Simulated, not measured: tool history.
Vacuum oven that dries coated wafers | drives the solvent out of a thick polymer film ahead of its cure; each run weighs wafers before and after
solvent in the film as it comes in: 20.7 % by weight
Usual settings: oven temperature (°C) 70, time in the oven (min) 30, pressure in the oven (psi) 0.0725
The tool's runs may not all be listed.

run   hour  oven temperature (°C)  time in the oven (min)  pressure in the oven (psi)  solvent left in the film (%)
  1      0                     70                      30                      0.0725                          1.28
  2   22.9                     70                      30                      0.0725                          1.24
  3   53.3                     70                      30                      0.0725                          1.32
  4   71.5                     70                      30                      0.0725                           1.3
  5  101.7                     70                      30                      0.0725                          1.29
  6  134.2                     70                      30                      0.0725                          1.27
  7  162.9                     76                      47                      0.1443                          0.24
  8  193.9                     70                      30                      0.1613                          1.42
  9  220.6                     55                      30                       0.182                          8.25
 10  246.5                     55                      40                       0.182                          6.59
 11  267.2                     55                      40                       0.182                          6.52
 12  281.9                     55                      40                       0.182                          6.54

Forecast each of these 5 alternatives for the next run:
  A  307.8                     72                      26                      0.0851                             ?
  B  307.8                     66                      18                      0.0725                             ?
  C  307.8                     63                      30                      0.1593                             ?
  D  307.8                     65                      40                      0.0792                             ?
  E  307.8                     55                      50                       0.182                             ?

run  solvent left in the film (%)
  A                          1.22
  B                          5.36
  C                          4.07
  D                           1.7
  E                          5.25
Without the tool's hidden state the same runs would have given:
run  solvent left in the film (%)
  A                          1.23
  B                          5.38
  C                          4.09
  D                          1.71
  E                          5.28
